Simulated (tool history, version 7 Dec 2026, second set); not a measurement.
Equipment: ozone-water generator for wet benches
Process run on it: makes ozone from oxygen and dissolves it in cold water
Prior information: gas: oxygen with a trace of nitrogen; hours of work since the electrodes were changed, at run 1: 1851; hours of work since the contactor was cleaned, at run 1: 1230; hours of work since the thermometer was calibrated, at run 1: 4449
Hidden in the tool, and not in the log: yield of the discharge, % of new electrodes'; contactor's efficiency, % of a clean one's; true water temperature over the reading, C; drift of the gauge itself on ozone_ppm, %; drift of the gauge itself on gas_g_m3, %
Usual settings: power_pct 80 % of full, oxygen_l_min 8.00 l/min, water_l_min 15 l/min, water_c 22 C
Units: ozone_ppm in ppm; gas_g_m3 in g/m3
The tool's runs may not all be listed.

| run | day | power_pct | oxygen_l_min | water_l_min | water_c | hours of work since the electrodes were changed | hours of work since the contactor was cleaned | hours of work since the thermometer was calibrated | ozone_ppm | gas_g_m3 |
|---|---|---|---|---|---|---|---|---|---|---|
| 1 | 0.000 | 80 | 8.00 | 15 | 22 | 1851 | 1230 | 4449 | 27.9 | 188.1 |
| 2 | 1.788 | 80 | 8.00 | 15 | 22 | 1877 | 1256 | 4475 | 28.3 | 186.0 |
| 3 | 5.029 | 80 | 8.00 | 15 | 22 | 1924 | 1303 | 4522 | 28.4 | 186.1 |
| 4 | 7.267 | 80 | 8.00 | 15 | 22 | 1956 | 1335 | 4554 | 28.2 | 187.2 |
| 5 | 9.804 | 80 | 8.00 | 15 | 22 | 1993 | 1372 | 4591 | 28.1 | 185.9 |
|  | 12.350 | water thermometer calibrated |
| 6 | 12.575 | 55 | 8.00 | 15 | 22 | 2033 | 1412 | 3 | 21.2 | 138.5 |
| 7 | 16.642 | 80 | 8.00 | 13 | 22 | 2091 | 1471 | 62 | 30.5 | 184.3 |
| 8 | 19.533 | 80 | 8.00 | 15 | 15 | 2133 | 1512 | 104 | 32.5 | 185.7 |
| 9 | 21.692 | 80 | 8.00 | 15 | 17 | 2165 | 1544 | 135 | 30.9 | 184.2 |
| 10 | 24.900 | 80 | 8.00 | 15 | 17 | 2211 | 1590 | 182 | 30.9 | 183.4 |
| 11 | 27.012 | 80 | 8.00 | 15 | 17 | 2242 | 1621 | 212 | 31.3 | 184.5 |
| 12 | 29.821 | 80 | 8.00 | 15 | 22 | 2282 | 1661 | 253 | 27.8 | 182.0 |
| 13 | 31.717 | 80 | 8.00 | 15 | 22 | 2310 | 1689 | 280 | 28.3 | 181.9 |
| 14 | 34.629 | 80 | 8.00 | 15 | 22 | 2352 | 1731 | 322 | 27.6 | 183.5 |
| 15 | 37.079 | 80 | 8.00 | 15 | 19 | 2387 | 1766 | 358 | 29.9 | 181.0 |
| 16 | 40.400 | 80 | 8.00 | 15 | 19 | 2435 | 1814 | 406 | 29.5 | 182.4 |
| 17 | 43.442 | 66 | 12.40 | 15 | 26 | 2479 | 1858 | 450 | 18.5 | 114.9 |
| 18 | 46.412 | 77 | 6.60 | 15 | 26 | 2522 | 1901 | 493 | 26.4 | 200.8 |

Expected results for the next run?
| 19 | 48.862 | 80 | 9.67 | 14 | 14 | 2558 | 1937 | 528 | ? | ? |

ozone_ppm: 31.8 ppm
gas_g_m3: 158.1 g/m3
On a tool with no hidden condition, and with the same random variation, this run would have come out at ozone_ppm 36.4 ppm, gas_g_m3 179.2 g/m3.

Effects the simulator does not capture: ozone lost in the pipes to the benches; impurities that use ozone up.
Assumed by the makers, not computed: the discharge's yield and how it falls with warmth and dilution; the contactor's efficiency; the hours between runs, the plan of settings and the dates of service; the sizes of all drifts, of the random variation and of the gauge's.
